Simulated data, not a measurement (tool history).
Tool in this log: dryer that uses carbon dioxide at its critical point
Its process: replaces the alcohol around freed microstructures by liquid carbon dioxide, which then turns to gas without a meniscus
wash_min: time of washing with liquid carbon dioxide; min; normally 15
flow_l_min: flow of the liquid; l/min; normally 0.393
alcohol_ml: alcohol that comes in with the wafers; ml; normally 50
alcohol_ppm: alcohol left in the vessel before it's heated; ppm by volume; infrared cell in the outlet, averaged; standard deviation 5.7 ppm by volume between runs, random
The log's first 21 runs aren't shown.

run,hour,wash_min,flow_l_min,alcohol_ml,alcohol_ppm
22,185.7,15,0.393,50,297
23,194.1,15,0.393,50,283
24,204.0,9,0.606,67,512
25,214.9,15,0.393,24,198
26,222.8,15,0.277,49,1184
27,233.2,15,0.417,50,251
28,241.7,12,0.606,31,148
29,252.1,18,0.348,50,253
30,258.5,18,0.348,50,274
31,264.5,15,0.587,105,144
32,274.8,9,0.312,39,3113
33,285.1,23,0.351,28,123
34,297.7,23,0.351,28,138
35,304.8,23,0.351,28,128
36,312.9,23,0.244,57,489
37,321.3,23,0.244,57,495
38,332.3,15,0.484,22,148
39,340.9,9,0.484,52,1117
40,348.2,10,0.419,50,1265
41,357.2,11,0.353,79,2529

Run 42 is up next; what results do you expect?
42,364.2,16,0.393,45,?

{"run 42": {"alcohol_ppm": 274}}
Were there no unlogged condition in the tool, this run, its random variation unchanged, would have produced alcohol_ppm 99 ppm by volume.

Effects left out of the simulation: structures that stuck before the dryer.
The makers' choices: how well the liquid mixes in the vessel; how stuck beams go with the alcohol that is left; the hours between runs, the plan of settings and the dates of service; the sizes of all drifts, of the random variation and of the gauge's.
